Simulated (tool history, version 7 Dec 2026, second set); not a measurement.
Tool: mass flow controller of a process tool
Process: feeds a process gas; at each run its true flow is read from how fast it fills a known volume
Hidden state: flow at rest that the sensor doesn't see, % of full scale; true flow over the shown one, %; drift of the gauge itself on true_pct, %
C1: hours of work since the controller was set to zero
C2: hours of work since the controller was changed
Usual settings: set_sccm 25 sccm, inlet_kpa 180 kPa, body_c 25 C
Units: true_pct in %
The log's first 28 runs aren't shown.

Run 29, day 368.246: usual settings but inlet_kpa 252 kPa, body_c 30 C; C1 4491; C2 4491. Result: true_pct 99.48 %.
Run 30, day 377.617: usual settings but inlet_kpa 250 kPa, body_c 22 C; C1 4654; C2 4654. Result: true_pct 100.58 %.
Run 31, day 391.612: usual settings but set_sccm 17 sccm, inlet_kpa 170 kPa; C1 4896; C2 4896. Result: true_pct 100.27 %.
Run 32, day 400.388: usual settings but set_sccm 8 sccm; C1 5048; C2 5048. Result: true_pct 100.1 %.
Run 33, day 409.829: usual settings but set_sccm 20 sccm, inlet_kpa 178 kPa, body_c 23 C; C1 5212; C2 5212. Result: true_pct 100.81 %.
Run 34, day 418.825: usual settings but set_sccm 50 sccm, inlet_kpa 209 kPa, body_c 33 C; C1 5367; C2 5367. Result: true_pct 100.43 %.
Run 35, day 430.396: usual settings but body_c 27 C; C1 5568; C2 5568. Result: true_pct 100.39 %.
At day 447.821: gauge calibrated.
Run 36, day 448.467: usual settings but body_c 27 C; C1 5881; C2 5881. Result: true_pct 99.22 %.
Run 37, day 459.546: usual settings but set_sccm 42 sccm, inlet_kpa 278 kPa, body_c 22 C; C1 6073; C2 6073. Result: true_pct 100.02 %.
Run 38, day 469.717: usual settings but set_sccm 42 sccm, inlet_kpa 278 kPa, body_c 22 C; C1 6249; C2 6249. Result: true_pct 100.29 %.
Run 39, day 478.362: usual settings but set_sccm 23 sccm, inlet_kpa 278 kPa, body_c 28 C; C1 6399; C2 6399. Result: true_pct 99.08 %.
Run 40, day 490.017: usual settings but set_sccm 5 sccm, inlet_kpa 236 kPa, body_c 21 C; C1 6601; C2 6601. Result: true_pct 99.62 %.
Run 41, day 498.871: usual settings but set_sccm 5 sccm, inlet_kpa 236 kPa, body_c 21 C; C1 6754; C2 6754. Result: true_pct 99.66 %.
At day 502.833: controller's zero set anew.
Run 42, day 516.146: usual settings but set_sccm 5 sccm, inlet_kpa 209 kPa, body_c 22 C; C1 231; C2 7053. Result: true_pct 99.89 %.
Run 43, day 527.596: usual settings but inlet_kpa 205 kPa; C1 429; C2 7251. Result: true_pct 100.04 %.
Run 44, day 536.629: usual settings but inlet_kpa 231 kPa, body_c 33 C; C1 585; C2 7408. Result: true_pct 99.21 %.
Run 45, day 552.9: usual settings but set_sccm 9 sccm, inlet_kpa 231 kPa, body_c 33 C; C1 867; C2 7689. Result: true_pct 98.96 %.
Run 46, day 563.983: usual settings but set_sccm 9 sccm, inlet_kpa 231 kPa, body_c 33 C; C1 1059; C2 7881. Result: true_pct 98.93 %.
At day 566.579: controller exchanged for a calibrated one.
Run 47, day 573.554: usual settings but set_sccm 9 sccm, inlet_kpa 231 kPa, body_c 33 C; C1 121; C2 121. Result: true_pct 99.04 %.

Forecast each of these 5 alternatives for the next run:
Run A, day 591.371: usual settings but set_sccm 16 sccm, inlet_kpa 178 kPa; C1 429; C2 429. Result: true_pct ?.
Run B, day 591.371: usual settings but inlet_kpa 149 kPa, body_c 22 C; C1 429; C2 429. Result: true_pct ?.
Run C, day 591.371: usual settings but set_sccm 6 sccm, inlet_kpa 204 kPa, body_c 22 C; C1 429; C2 429. Result: true_pct ?.
Run D, day 591.371: usual settings but set_sccm 5 sccm, inlet_kpa 207 kPa, body_c 24 C; C1 429; C2 429. Result: true_pct ?.
Run E, day 591.371: usual settings but set_sccm 8 sccm, inlet_kpa 143 kPa, body_c 20 C; C1 429; C2 429. Result: true_pct ?.

run  true_pct
  A    100.43
  B    101.19
  C    100.68
  D    100.25
  E    100.94
Without the tool's hidden state the same runs would have given:
run  true_pct
  A     99.15
  B     99.89
  C     99.39
  D     98.96
  E     99.65

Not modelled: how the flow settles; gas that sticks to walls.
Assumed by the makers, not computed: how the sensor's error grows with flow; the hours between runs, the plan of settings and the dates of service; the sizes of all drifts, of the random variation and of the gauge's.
